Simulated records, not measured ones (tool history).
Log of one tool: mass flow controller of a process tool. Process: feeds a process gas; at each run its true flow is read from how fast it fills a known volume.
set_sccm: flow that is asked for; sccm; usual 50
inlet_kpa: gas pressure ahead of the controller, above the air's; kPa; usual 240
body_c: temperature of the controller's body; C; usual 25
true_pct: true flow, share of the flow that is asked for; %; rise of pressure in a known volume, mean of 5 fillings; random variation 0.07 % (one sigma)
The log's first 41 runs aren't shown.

Run 42, day 105.712: usual settings but set_sccm 61 sccm, inlet_kpa 162 kPa, body_c 30 C. Result: true_pct 99.26 %.
Run 43, day 108.696: usual settings but set_sccm 12 sccm, inlet_kpa 215 kPa. Result: true_pct 101.22 %.
Run 44, day 111.888: usual settings but set_sccm 32 sccm, inlet_kpa 203 kPa, body_c 39 C. Result: true_pct 98.85 %.
Run 45, day 114.508: usual settings but set_sccm 32 sccm, inlet_kpa 203 kPa, body_c 39 C. Result: true_pct 98.94 %.
Run 46, day 117.846: usual settings but set_sccm 32 sccm, inlet_kpa 203 kPa, body_c 39 C. Result: true_pct 99.03 %.
Run 47, day 119.579: usual settings but set_sccm 32 sccm, inlet_kpa 189 kPa, body_c 33 C. Result: true_pct 99.14 %.
Run 48, day 123.117: usual settings but set_sccm 32 sccm, inlet_kpa 189 kPa, body_c 33 C. Result: true_pct 99.08 %.
Run 49, day 126.05: usual settings but set_sccm 32 sccm, inlet_kpa 189 kPa, body_c 33 C. Result: true_pct 99.22 %.
Run 50, day 128.042: usual settings but inlet_kpa 171 kPa, body_c 24 C. Result: true_pct 99.14 %.

Forecast each of these 3 alternatives for the next run:
Run A, day 131.462: usual settings but body_c 20 C. Result: true_pct ?.
Run B, day 131.462: usual settings but set_sccm 10 sccm. Result: true_pct ?.
Run C, day 131.462: usual settings but set_sccm 37 sccm, inlet_kpa 224 kPa, body_c 24 C. Result: true_pct ?.

run  true_pct
  A      98.9
  B    102.19
  C     99.26
Without the tool's hidden state the same runs would have given:
run  true_pct
  A     98.95
  B     98.13
  C     98.94
